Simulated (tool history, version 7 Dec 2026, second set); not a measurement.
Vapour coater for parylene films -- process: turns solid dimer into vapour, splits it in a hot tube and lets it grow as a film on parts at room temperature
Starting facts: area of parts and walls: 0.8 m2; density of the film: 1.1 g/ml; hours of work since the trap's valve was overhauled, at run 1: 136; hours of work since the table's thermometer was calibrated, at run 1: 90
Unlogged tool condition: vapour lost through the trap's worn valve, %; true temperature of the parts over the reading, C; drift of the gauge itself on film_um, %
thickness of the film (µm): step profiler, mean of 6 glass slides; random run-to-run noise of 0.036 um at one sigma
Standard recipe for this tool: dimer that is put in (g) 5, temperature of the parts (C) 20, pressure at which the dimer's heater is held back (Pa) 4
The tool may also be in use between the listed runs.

run	day	dimer that is put in (g)	temperature of the parts (C)	pressure at which the dimer's heater is held back (Pa)	hours of work since the trap's valve was overhauled	hours of work since the table's thermometer was calibrated	thickness of the film (µm)
1	0	5	20	4	136	90	3.49
2	0.742	5	20	4	147	101	3.5
3	1.229	5	20	5.43	154	108	3.38
4	1.938	5	20	4	164	118	3.44
5	2.279	5	20	4	169	123	3.44
6	2.862	5	20	4	178	132	3.53
7	3.592	5	20	4	188	142	3.4
8	4.242	5	20	4	198	152	3.47
9	4.75	5	20	4	205	159	3.44
10	5.279	5	20	6.61	213	167	3.22
# day 5.383: table's thermometer calibrated
11	6.021	5	20	4	223	9	3.4
12	6.354	3	20	4	228	14	2.09
13	6.692	3	24	4	233	19	1.65
14	7.333	3	24	4	242	28	1.7
15	8.083	5	20	4	253	39	3.43
16	8.517	5	14	4	259	45	4.48
17	8.858	5	14	5.49	264	50	4.35
18	9.496	5	14	5.49	273	60	4.27
# day 9.667: table's thermometer calibrated, once more
19	9.908	5	14	5.49	279	4	4.2
20	10.267	7	20	2.53	284	9	4.93
21	10.888	7	20	4.31	293	18	4.66
22	11.342	5	14	4.86	299	24	4.3

Estimate the outcome of run 23 from the log above:
23	11.904	6	20	4	308	32	?

thickness of the film (µm): 4.03
With the hidden condition absent and the run-to-run variation left alone, this run would have shown thickness of the film (µm) 4.65.
